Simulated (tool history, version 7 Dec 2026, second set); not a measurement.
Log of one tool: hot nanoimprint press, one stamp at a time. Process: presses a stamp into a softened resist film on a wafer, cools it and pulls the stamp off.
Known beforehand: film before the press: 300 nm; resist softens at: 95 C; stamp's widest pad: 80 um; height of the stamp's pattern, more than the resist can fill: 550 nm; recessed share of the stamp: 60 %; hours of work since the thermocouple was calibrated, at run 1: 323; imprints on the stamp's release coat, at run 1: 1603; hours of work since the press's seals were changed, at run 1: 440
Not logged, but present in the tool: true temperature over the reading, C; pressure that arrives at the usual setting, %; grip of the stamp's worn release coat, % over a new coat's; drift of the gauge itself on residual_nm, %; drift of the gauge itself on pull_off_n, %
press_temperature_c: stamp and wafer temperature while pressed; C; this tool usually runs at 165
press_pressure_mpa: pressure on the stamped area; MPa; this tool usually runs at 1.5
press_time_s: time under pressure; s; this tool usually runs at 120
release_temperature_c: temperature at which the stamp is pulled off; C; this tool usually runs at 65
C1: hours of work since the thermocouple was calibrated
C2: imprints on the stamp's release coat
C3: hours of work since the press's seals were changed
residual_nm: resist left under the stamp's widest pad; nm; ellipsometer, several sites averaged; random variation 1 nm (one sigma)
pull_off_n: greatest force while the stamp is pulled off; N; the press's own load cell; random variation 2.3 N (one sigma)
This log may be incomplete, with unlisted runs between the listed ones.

run 1 hour=0 | press_temperature_c=165 press_pressure_mpa=1.5 press_time_s=120 release_temperature_c=65 | C1=323 C2=1603 C3=440 | residual_nm=134.3 pull_off_n=133
run 2 hour=32.6 | press_temperature_c=165 press_pressure_mpa=1.5 press_time_s=120 release_temperature_c=64 | C1=340 C2=1730 C3=457 | residual_nm=132.2 pull_off_n=143
run 3 hour=73.3 | press_temperature_c=165 press_pressure_mpa=1.5 press_time_s=120 release_temperature_c=64 | C1=362 C2=1888 C3=479 | residual_nm=133.2 pull_off_n=152
-- hour=94.6 plate thermocouple calibrated
run 4 hour=102.4 | press_temperature_c=165 press_pressure_mpa=1.66 press_time_s=120 release_temperature_c=65 | C1=4 C2=1990 C3=493 | residual_nm=120.1 pull_off_n=140
run 5 hour=123.9 | press_temperature_c=165 press_pressure_mpa=1.66 press_time_s=120 release_temperature_c=65 | C1=16 C2=2073 C3=504 | residual_nm=120.2 pull_off_n=144
-- hour=152.8 stamp cleaned and given a new release coat
run 6 hour=156.3 | press_temperature_c=165 press_pressure_mpa=1.66 press_time_s=120 release_temperature_c=65 | C1=30 C2=14 C3=518 | residual_nm=118.7 pull_off_n=97
run 7 hour=176.9 | press_temperature_c=165 press_pressure_mpa=1.66 press_time_s=120 release_temperature_c=65 | C1=41 C2=94 C3=529 | residual_nm=118.5 pull_off_n=95
run 8 hour=201 | press_temperature_c=165 press_pressure_mpa=1.66 press_time_s=120 release_temperature_c=65 | C1=54 C2=188 C3=542 | residual_nm=118.1 pull_off_n=95
run 9 hour=218.1 | press_temperature_c=165 press_pressure_mpa=1.49 press_time_s=120 release_temperature_c=65 | C1=63 C2=254 C3=551 | residual_nm=122.7 pull_off_n=99
run 10 hour=241.8 | press_temperature_c=165 press_pressure_mpa=1.49 press_time_s=120 release_temperature_c=65 | C1=75 C2=346 C3=564 | residual_nm=122.9 pull_off_n=109
-- hour=273.2 plate thermocouple calibrated, once more
run 11 hour=281 | press_temperature_c=165 press_pressure_mpa=1.06 press_time_s=120 release_temperature_c=65 | C1=4 C2=487 C3=583 | residual_nm=167.7 pull_off_n=114
run 12 hour=321.2 | press_temperature_c=165 press_pressure_mpa=1.06 press_time_s=120 release_temperature_c=65 | C1=26 C2=643 C3=605 | residual_nm=166.8 pull_off_n=122
run 13 hour=360.8 | press_temperature_c=165 press_pressure_mpa=1.5 press_time_s=183 release_temperature_c=65 | C1=47 C2=797 C3=626 | residual_nm=123.1 pull_off_n=117
run 14 hour=395.5 | press_temperature_c=165 press_pressure_mpa=1.5 press_time_s=120 release_temperature_c=65 | C1=65 C2=932 C3=644 | residual_nm=143.1 pull_off_n=126
run 15 hour=435.2 | press_temperature_c=165 press_pressure_mpa=1.5 press_time_s=159 release_temperature_c=65 | C1=86 C2=1086 C3=666 | residual_nm=129.6 pull_off_n=130
run 16 hour=465.2 | press_temperature_c=167 press_pressure_mpa=1.97 press_time_s=115 release_temperature_c=64 | C1=103 C2=1203 C3=682 | residual_nm=118.7 pull_off_n=136
run 17 hour=505.8 | press_temperature_c=167 press_pressure_mpa=1.97 press_time_s=115 release_temperature_c=64 | C1=124 C2=1361 C3=703 | residual_nm=116.4 pull_off_n=135
run 18 hour=526.9 | press_temperature_c=165 press_pressure_mpa=0.99 press_time_s=120 release_temperature_c=52 | C1=135 C2=1443 C3=715 | residual_nm=167.6 pull_off_n=163
run 19 hour=551.6 | press_temperature_c=165 press_pressure_mpa=0.99 press_time_s=120 release_temperature_c=52 | C1=149 C2=1539 C3=728 | residual_nm=168.1 pull_off_n=170
run 20 hour=569.5 | press_temperature_c=164 press_pressure_mpa=0.99 press_time_s=118 release_temperature_c=72 | C1=158 C2=1608 C3=737 | residual_nm=175 pull_off_n=122
run 21 hour=604.6 | press_temperature_c=162 press_pressure_mpa=1.95 press_time_s=120 release_temperature_c=63 | C1=177 C2=1745 C3=756 | residual_nm=145.1 pull_off_n=141
run 22 hour=625.3 | press_temperature_c=162 press_pressure_mpa=1.81 press_time_s=63 release_temperature_c=53 | C1=188 C2=1825 C3=767 | residual_nm=185.9 pull_off_n=173
run 23 hour=658.7 | press_temperature_c=158 press_pressure_mpa=1.42 press_time_s=92 release_temperature_c=53 | C1=206 C2=1955 C3=785 | residual_nm=208.9 pull_off_n=174
run 24 hour=686.1 | press_temperature_c=176 press_pressure_mpa=1.24 press_time_s=120 release_temperature_c=65 | C1=220 C2=2062 C3=800 | residual_nm=94.2 pull_off_n=150
-- hour=718 stamp cleaned and given a new release coat
run 25 hour=721 | press_temperature_c=176 press_pressure_mpa=1.24 press_time_s=102 release_temperature_c=65 | C1=236 C2=12 C3=815 | residual_nm=99.6 pull_off_n=103
run 26 hour=737.8 | press_temperature_c=175 press_pressure_mpa=1.5 press_time_s=120 release_temperature_c=65 | C1=245 C2=77 C3=824 | residual_nm=87 pull_off_n=104
run 27 hour=772.1 | press_temperature_c=165 press_pressure_mpa=1.5 press_time_s=120 release_temperature_c=56 | C1=263 C2=210 C3=842 | residual_nm=140 pull_off_n=125
run 28 hour=808.2 | press_temperature_c=165 press_pressure_mpa=1.5 press_time_s=120 release_temperature_c=56 | C1=282 C2=351 C3=862 | residual_nm=138.3 pull_off_n=131
run 29 hour=833.6 | press_temperature_c=165 press_pressure_mpa=1.18 press_time_s=92 release_temperature_c=69 | C1=296 C2=449 C3=875 | residual_nm=167.3 pull_off_n=104

Here are 5 independent what-if runs from the current tool condition. What would each one return?
run A hour=851.2 | press_temperature_c=165 press_pressure_mpa=1.5 press_time_s=120 release_temperature_c=53 | C1=305 C2=518 C3=885 | residual_nm=? pull_off_n=?
run B hour=851.2 | press_temperature_c=154 press_pressure_mpa=1.5 press_time_s=73 release_temperature_c=65 | C1=305 C2=518 C3=885 | residual_nm=? pull_off_n=?
run C hour=851.2 | press_temperature_c=165 press_pressure_mpa=1.18 press_time_s=92 release_temperature_c=67 | C1=305 C2=518 C3=885 | residual_nm=? pull_off_n=?
run D hour=851.2 | press_temperature_c=165 press_pressure_mpa=1.5 press_time_s=120 release_temperature_c=65 | C1=305 C2=518 C3=885 | residual_nm=? pull_off_n=?
run E hour=851.2 | press_temperature_c=161 press_pressure_mpa=1.03 press_time_s=115 release_temperature_c=69 | C1=305 C2=518 C3=885 | residual_nm=? pull_off_n=?

run=A residual_nm=137.8 pull_off_n=133
run=B residual_nm=239.6 pull_off_n=115
run=C residual_nm=166.2 pull_off_n=107
run=D residual_nm=137.1 pull_off_n=111
run=E residual_nm=188.2 pull_off_n=100
With no hidden state in the tool, these same runs would have given:
run=A residual_nm=145.2 pull_off_n=122
run=B residual_nm=246.8 pull_off_n=106
run=C residual_nm=174.4 pull_off_n=99
run=D residual_nm=144.5 pull_off_n=102
run=E residual_nm=197 pull_off_n=92

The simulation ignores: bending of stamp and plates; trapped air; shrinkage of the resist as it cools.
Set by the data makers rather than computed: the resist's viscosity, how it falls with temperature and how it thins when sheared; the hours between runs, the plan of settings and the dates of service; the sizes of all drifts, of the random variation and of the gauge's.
